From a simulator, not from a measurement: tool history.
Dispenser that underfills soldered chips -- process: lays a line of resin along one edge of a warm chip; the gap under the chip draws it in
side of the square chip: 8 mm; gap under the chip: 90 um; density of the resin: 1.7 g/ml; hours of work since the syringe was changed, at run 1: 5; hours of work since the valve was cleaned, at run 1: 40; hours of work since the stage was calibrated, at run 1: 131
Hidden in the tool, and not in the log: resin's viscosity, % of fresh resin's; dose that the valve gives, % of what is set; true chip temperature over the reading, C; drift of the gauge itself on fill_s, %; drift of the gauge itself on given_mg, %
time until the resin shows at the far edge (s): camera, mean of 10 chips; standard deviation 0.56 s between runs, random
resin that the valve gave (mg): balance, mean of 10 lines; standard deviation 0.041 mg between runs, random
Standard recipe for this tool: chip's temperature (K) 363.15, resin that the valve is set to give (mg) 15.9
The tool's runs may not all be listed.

| run | hour | chip's temperature (K) | resin that the valve is set to give (mg) | hours of work since the syringe was changed | hours of work since the valve was cleaned | hours of work since the stage was calibrated | time until the resin shows at the far edge (s) | resin that the valve gave (mg) |
|---|---|---|---|---|---|---|---|---|
| 1 | 0 | 363.15 | 15.9 | 5 | 40 | 131 | 55.9 | 15.52 |
| 2 | 3.4 | 361.15 | 15.9 | 8 | 43 | 133 | 64.4 | 15.5 |
|  | 7.7 | new syringe of resin |
| 3 | 8.8 | 361.15 | 15.9 | 1 | 46 | 137 | 50.7 | 15.51 |
| 4 | 11 | 361.15 | 15.9 | 3 | 48 | 139 | 53.5 | 15.38 |
| 5 | 15.2 | 363.15 | 15.9 | 6 | 51 | 142 | 55.1 | 15.43 |
| 6 | 19.3 | 369.15 | 15.9 | 9 | 54 | 145 | 47.6 | 15.49 |
|  | 22.5 | new syringe of resin |
| 7 | 23.6 | 363.15 | 14.1 | 1 | 57 | 148 | 49 | 13.64 |
| 8 | 26.3 | 363.15 | 14.1 | 3 | 59 | 150 | 51.9 | 13.65 |
| 9 | 29.2 | 363.15 | 15.9 | 5 | 62 | 152 | 53.3 | 15.31 |
| 10 | 32.1 | 363.15 | 16 | 7 | 64 | 155 | 58.8 | 15.46 |
| 11 | 34.6 | 363.15 | 19.1 | 9 | 66 | 156 | 61 | 18.35 |
|  | 37.2 | new syringe of resin |
| 12 | 37.6 | 363.15 | 19.1 | 0 | 68 | 158 | 46.1 | 18.36 |
| 13 | 40.1 | 354.15 | 17.3 | 2 | 70 | 160 | 70.6 | 16.62 |
| 14 | 44.7 | 358.15 | 17.4 | 6 | 73 | 164 | 65.1 | 16.7 |
| 15 | 47.6 | 358.15 | 17.4 | 8 | 75 | 166 | 70.6 | 16.63 |
| 16 | 50.8 | 366.15 | 17 | 10 | 78 | 168 | 54.9 | 16.22 |
|  | 51.8 | new syringe of resin |
| 17 | 55.4 | 363.15 | 14.3 | 3 | 81 | 172 | 52.3 | 13.63 |
| 18 | 60 | 375.15 | 13.7 | 6 | 84 | 175 | 36.9 | 13.03 |
| 19 | 63 | 361.15 | 15.8 | 8 | 86 | 177 | 64.2 | 15.06 |
|  | 66.4 | new syringe of resin |
| 20 | 67.6 | 351.15 | 15.5 | 1 | 90 | 181 | 79.1 | 14.72 |
| 21 | 72.1 | 351.15 | 15.5 | 4 | 93 | 184 | 88.2 | 14.73 |
| 22 | 76.3 | 351.15 | 15.5 | 7 | 96 | 187 | 97.1 | 14.58 |
|  | 77.8 | dispensing valve cleaned and set on the balance |
| 23 | 80.4 | 372.15 | 18.9 | 10 | 2 | 189 | 41.7 | 18.9 |

What if the next run were any one of these 3? Each begins from the tool's condition after run 23:
|  | 82.1 | new syringe of resin |
| A | 85 | 360.15 | 18.9 | 2 | 5 | 193 | ? | ? |
|  | 82.1 | new syringe of resin |
| B | 85 | 374.15 | 16.3 | 2 | 5 | 193 | ? | ? |
|  | 82.1 | new syringe of resin |
| C | 85 | 371.15 | 17.8 | 2 | 5 | 193 | ? | ? |

| run | time until the resin shows at the far edge (s) | resin that the valve gave (mg) |
|---|---|---|
| A | 54.5 | 18.96 |
| B | 31.1 | 16.29 |
| C | 35.5 | 17.8 |
Had the tool no hidden state, the same runs would have come out as:
| run | time until the resin shows at the far edge (s) | resin that the valve gave (mg) |
|---|---|---|
| A | 52.8 | 18.96 |
| B | 30.1 | 16.29 |
| C | 34.3 | 17.8 |
